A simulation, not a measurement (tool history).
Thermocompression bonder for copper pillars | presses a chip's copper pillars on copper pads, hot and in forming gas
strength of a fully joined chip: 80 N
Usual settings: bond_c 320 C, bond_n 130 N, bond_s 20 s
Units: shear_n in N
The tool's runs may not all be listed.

run,hour,bond_c,bond_n,bond_s,shear_n
1,0,320,130,20,37.9
2,23.4,320,130,20,38.3
3,51,320,130,20,37.2
4,88.9,320,130,20,37.9
5,121.4,296,130,20,27.7
6,153.3,331,130,20,44.1
7,185.4,320,192,20,52.9
8,238.5,320,192,20,52.4
9,270.9,320,192,20,51.4
# hour 308: forming gas filter changed
10,322.7,320,182,20,50.1
11,359.2,320,182,20,50.3
12,398,320,182,20,51.6
13,433.9,320,182,20,50.3
14,483.5,320,182,20,49.5
15,530.6,320,130,20,37.4
16,556.2,330,130,20,42.1
17,596.5,295,130,20,28.1
18,640.1,320,113,20,32.6
19,674.6,320,113,20,32.9
20,708.6,320,130,19,37.5
21,759.4,325,110,33,42.5
# hour 765.4: force cell calibrated
# hour 772.1: heater calibrated with a thermocouple chip
22,807.6,325,110,33,41.7
# hour 817.3: forming gas filter changed
23,856.3,325,110,33,42.3
24,882.5,325,110,33,41
25,922.2,317,159,24,47.4
26,954.1,303,100,15,21.6
27,1003.5,303,100,15,20.2
28,1034.5,331,186,57,69.1
29,1086.4,331,186,57,69.3
30,1127.4,290,186,44,46.3
31,1158.4,329,137,19,43.8
32,1184.8,329,174,56,66.8
33,1211,294,143,48,40.9
34,1261.1,300,145,37,42.3
35,1283.2,301,83,41,26
# hour 1324.2: forming gas filter changed
36,1336.6,301,83,41,26
37,1365.9,301,120,10,21.2
38,1400.1,319,90,19,26.1
39,1446.7,320,151,20,43.1
40,1472.5,320,151,20,44.2

The same runs without the tool's hidden state, with the same run-to-run variation:
The hidden state here: true temperature of the bond over the reading, C; force that reaches the chip, % of what is set; oxide that the forming gas leaves, % of the face; drift of the gauge itself on shear_n, %.
run,shear_n
1,38.2
2,38.7
3,37.5
4,38.3
5,28
6,44.5
7,53.4
8,52.9
9,51.9
10,50.5
11,50.6
12,52
13,50.8
14,50
15,37.8
16,42.6
17,28.6
18,33.1
19,33.4
20,38.1
21,43.2
22,41.9
23,42.4
24,41
25,47.5
26,21.7
27,20.2
28,69.2
29,69.5
30,46.6
31,44.1
32,67.1
33,41.2
34,42.6
35,26.2
36,26.1
37,21.3
38,26.2
39,43.3
40,44.5

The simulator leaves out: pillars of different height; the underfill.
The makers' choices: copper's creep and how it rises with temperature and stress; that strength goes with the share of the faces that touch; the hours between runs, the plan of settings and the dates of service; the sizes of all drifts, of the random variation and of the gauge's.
